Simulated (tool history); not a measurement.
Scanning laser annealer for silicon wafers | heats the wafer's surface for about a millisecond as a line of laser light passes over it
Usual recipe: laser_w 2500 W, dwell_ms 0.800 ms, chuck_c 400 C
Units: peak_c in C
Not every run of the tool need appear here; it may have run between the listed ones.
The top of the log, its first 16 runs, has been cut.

run	day	laser_w	dwell_ms	chuck_c	hours of work since the window was cleaned	hours of work since the power meter was calibrated	hours of work since the optics were aligned	peak_c
# day 21.050: optics aligned, line set to its width
17	22.938	2140	0.800	388	444	486	26	976
18	24.992	2140	0.800	388	473	515	55	971
19	26.700	2500	0.800	387	496	539	79	1101
# day 28.200: optics aligned, line set to its width, once more
20	28.325	2500	0.800	387	516	558	2	1118
# day 29.350: window over the wafer cleaned
21	29.692	2500	0.800	387	5	576	20	1150
22	31.300	2366	0.669	423	27	599	42	1072
23	32.175	2320	0.691	370	39	611	54	1012
24	33.738	2320	0.691	370	61	632	76	1011
25	35.200	2567	0.858	361	81	653	96	1168
26	36.196	2500	0.901	371	95	667	110	1171
27	37.483	2500	0.901	371	113	684	128	1167
28	39.308	2592	0.901	371	138	710	153	1205
29	40.575	2383	0.800	400	156	727	171	1106
30	42.504	2383	0.742	435	183	754	198	1111
31	43.996	2336	0.742	408	204	775	218	1067
32	45.283	2500	0.800	371	221	793	236	1113
33	47.117	2500	0.800	371	247	818	262	1113
34	49.167	2415	0.924	431	275	847	290	1190
35	50.346	2713	0.788	408	292	863	307	1225
36	52.246	2713	0.788	408	318	890	333	1224
37	53.512	2688	0.800	389	336	907	351	1199
38	54.708	2688	0.639	420	352	924	367	1146
39	56.771	2688	0.639	420	381	953	396	1143
40	57.933	2428	0.879	383	397	969	412	1119
41	59.483	2599	0.762	387	419	990	434	1136

Alternative continuations, all from the tool just after run 41; predict every row:
A	60.333	2599	0.882	428	431	1002	445	?
B	60.333	2426	0.771	416	431	1002	445	?
C	60.333	2531	0.720	409	431	1002	445	?

run	peak_c
A	1229
B	1104
C	1114
What these runs would have given with no unlogged condition in the tool:
run	peak_c
A	1269
B	1139
C	1149

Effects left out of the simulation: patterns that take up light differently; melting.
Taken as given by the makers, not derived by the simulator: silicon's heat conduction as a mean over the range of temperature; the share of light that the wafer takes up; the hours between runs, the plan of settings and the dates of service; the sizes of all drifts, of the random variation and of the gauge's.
